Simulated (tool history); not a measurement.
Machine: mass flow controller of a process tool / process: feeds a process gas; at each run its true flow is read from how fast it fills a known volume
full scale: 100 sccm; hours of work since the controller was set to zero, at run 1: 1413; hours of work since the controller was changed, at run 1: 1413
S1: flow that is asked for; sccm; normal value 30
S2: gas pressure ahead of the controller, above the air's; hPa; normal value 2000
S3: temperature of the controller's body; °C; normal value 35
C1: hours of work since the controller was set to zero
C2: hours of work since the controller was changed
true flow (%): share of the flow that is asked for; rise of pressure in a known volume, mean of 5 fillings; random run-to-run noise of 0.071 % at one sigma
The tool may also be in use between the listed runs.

{"run": 1, "hour": 0.0, "S1": 30, "S2": 2000, "S3": 35, "C1": 1413, "C2": 1413, "true flow (%)": 100.06}
{"run": 2, "hour": 56.9, "S1": 30, "S2": 2000, "S3": 35, "C1": 1459, "C2": 1459, "true flow (%)": 100.17}
{"run": 3, "hour": 104.3, "S1": 30, "S2": 2000, "S3": 35, "C1": 1497, "C2": 1497, "true flow (%)": 100.29}
{"run": 4, "hour": 179.5, "S1": 30, "S2": 2000, "S3": 35, "C1": 1557, "C2": 1557, "true flow (%)": 100.19}
{"run": 5, "hour": 233.6, "S1": 30, "S2": 2000, "S3": 26, "C1": 1600, "C2": 1600, "true flow (%)": 99.64}
{"run": 6, "hour": 295.3, "S1": 30, "S2": 2000, "S3": 26, "C1": 1649, "C2": 1649, "true flow (%)": 99.84}
{"run": 7, "hour": 362.3, "S1": 30, "S2": 2000, "S3": 26, "C1": 1703, "C2": 1703, "true flow (%)": 99.8}
{"run": 8, "hour": 421.1, "S1": 30, "S2": 2000, "S3": 26, "C1": 1750, "C2": 1750, "true flow (%)": 100.08}
{"run": 9, "hour": 464.5, "S1": 30, "S2": 2000, "S3": 26, "C1": 1784, "C2": 1784, "true flow (%)": 99.92}
{"run": 10, "hour": 523.3, "S1": 30, "S2": 2000, "S3": 35, "C1": 1831, "C2": 1831, "true flow (%)": 100.68}
{"run": 11, "hour": 583.4, "S1": 30, "S2": 2000, "S3": 29, "C1": 1879, "C2": 1879, "true flow (%)": 100.23}
{"run": 12, "hour": 639.8, "S1": 13, "S2": 2000, "S3": 35, "C1": 1924, "C2": 1924, "true flow (%)": 100.6}
{"run": 13, "hour": 711.9, "S1": 13, "S2": 2000, "S3": 35, "C1": 1982, "C2": 1982, "true flow (%)": 100.64}
{"run": 14, "hour": 769.2, "S1": 13, "S2": 2000, "S3": 35, "C1": 2028, "C2": 2028, "true flow (%)": 100.72}
{"run": 15, "hour": 811.5, "S1": 13, "S2": 2000, "S3": 35, "C1": 2061, "C2": 2061, "true flow (%)": 100.66}
{"run": 16, "hour": 888.3, "S1": 13, "S2": 2000, "S3": 35, "C1": 2123, "C2": 2123, "true flow (%)": 100.79}
{"run": 17, "hour": 957.9, "S1": 13, "S2": 2000, "S3": 35, "C1": 2178, "C2": 2178, "true flow (%)": 100.96}
{"run": 18, "hour": 1005.9, "S1": 17, "S2": 2000, "S3": 35, "C1": 2217, "C2": 2217, "true flow (%)": 101.02}
{"run": 19, "hour": 1073.6, "S1": 17, "S2": 2000, "S3": 35, "C1": 2271, "C2": 2271, "true flow (%)": 101.07}
{"run": 20, "hour": 1133.2, "S1": 17, "S2": 1710, "S3": 35, "C1": 2318, "C2": 2318, "true flow (%)": 100.97}
{"run": 21, "hour": 1195.7, "S1": 30, "S2": 2000, "S3": 35, "C1": 2368, "C2": 2368, "true flow (%)": 101.41}
{"run": 22, "hour": 1260.2, "S1": 30, "S2": 2000, "S3": 35, "C1": 2420, "C2": 2420, "true flow (%)": 101.42}
{"run": 23, "hour": 1323.0, "S1": 30, "S2": 2000, "S3": 35, "C1": 2470, "C2": 2470, "true flow (%)": 101.45}
{"run": 24, "hour": 1359.8, "S1": 30, "S2": 2000, "S3": 35, "C1": 2499, "C2": 2499, "true flow (%)": 101.61}
{"run": 25, "hour": 1410.2, "S1": 40, "S2": 2620, "S3": 35, "C1": 2539, "C2": 2539, "true flow (%)": 101.91}
{"run": 26, "hour": 1481.3, "S1": 40, "S2": 2620, "S3": 26, "C1": 2596, "C2": 2596, "true flow (%)": 101.17}
{"run": 27, "hour": 1550.2, "S1": 26, "S2": 1740, "S3": 36, "C1": 2651, "C2": 2651, "true flow (%)": 101.61}
{"run": 28, "hour": 1599.5, "S1": 30, "S2": 1450, "S3": 39, "C1": 2690, "C2": 2690, "true flow (%)": 101.8}
{"run": 29, "hour": 1649.9, "S1": 25, "S2": 2000, "S3": 37, "C1": 2731, "C2": 2731, "true flow (%)": 101.93}
{"run": 30, "hour": 1724.8, "S1": 30, "S2": 1480, "S3": 35, "C1": 2790, "C2": 2790, "true flow (%)": 101.72}
{"run": 31, "hour": 1773.7, "S1": 30, "S2": 1480, "S3": 35, "C1": 2829, "C2": 2829, "true flow (%)": 101.75}
{"run": 32, "hour": 1836.9, "S1": 36, "S2": 1510, "S3": 23, "C1": 2880, "C2": 2880, "true flow (%)": 101.06}
{"run": 33, "hour": 1870.1, "S1": 80, "S2": 1450, "S3": 31, "C1": 2906, "C2": 2906, "true flow (%)": 102.03}
{"hour": 1908.7, "done": "gauge calibrated"}
{"run": 34, "hour": 1929.9, "S1": 80, "S2": 1450, "S3": 31, "C1": 2954, "C2": 2954, "true flow (%)": 100.2}
{"run": 35, "hour": 1962.0, "S1": 22, "S2": 2320, "S3": 31, "C1": 2980, "C2": 2980, "true flow (%)": 99.81}
{"run": 36, "hour": 2010.5, "S1": 59, "S2": 1920, "S3": 30, "C1": 3018, "C2": 3018, "true flow (%)": 100.12}
{"run": 37, "hour": 2072.0, "S1": 59, "S2": 1920, "S3": 30, "C1": 3068, "C2": 3068, "true flow (%)": 100.07}
{"run": 38, "hour": 2115.5, "S1": 46, "S2": 2120, "S3": 32, "C1": 3102, "C2": 3102, "true flow (%)": 100.2}
{"run": 39, "hour": 2183.2, "S1": 46, "S2": 2120, "S3": 32, "C1": 3156, "C2": 3156, "true flow (%)": 100.35}
{"run": 40, "hour": 2241.7, "S1": 31, "S2": 1810, "S3": 23, "C1": 3203, "C2": 3203, "true flow (%)": 99.51}
{"run": 41, "hour": 2291.8, "S1": 14, "S2": 1510, "S3": 37, "C1": 3243, "C2": 3243, "true flow (%)": 100.19}
{"run": 42, "hour": 2348.5, "S1": 13, "S2": 2060, "S3": 35, "C1": 3288, "C2": 3288, "true flow (%)": 100.45}
{"run": 43, "hour": 2409.6, "S1": 30, "S2": 1750, "S3": 36, "C1": 3337, "C2": 3337, "true flow (%)": 100.59}
{"run": 44, "hour": 2479.2, "S1": 83, "S2": 1830, "S3": 23, "C1": 3393, "C2": 3393, "true flow (%)": 100.33}
{"run": 45, "hour": 2545.2, "S1": 83, "S2": 1830, "S3": 23, "C1": 3445, "C2": 3445, "true flow (%)": 100.28}
{"run": 46, "hour": 2602.8, "S1": 12, "S2": 2070, "S3": 35, "C1": 3491, "C2": 3491, "true flow (%)": 100.64}

For each entry between runs, how does the tool's hidden state at the last listed run before it compare with that at the first listed run after it?
Between runs 33 and 34: gauge calibrated (hour 1908.7)
  drift of the gauge itself on true_pct, %: 1.88 -> 0.02
  measured less the result without the state, true flow (%): +1.88 -> +0.02

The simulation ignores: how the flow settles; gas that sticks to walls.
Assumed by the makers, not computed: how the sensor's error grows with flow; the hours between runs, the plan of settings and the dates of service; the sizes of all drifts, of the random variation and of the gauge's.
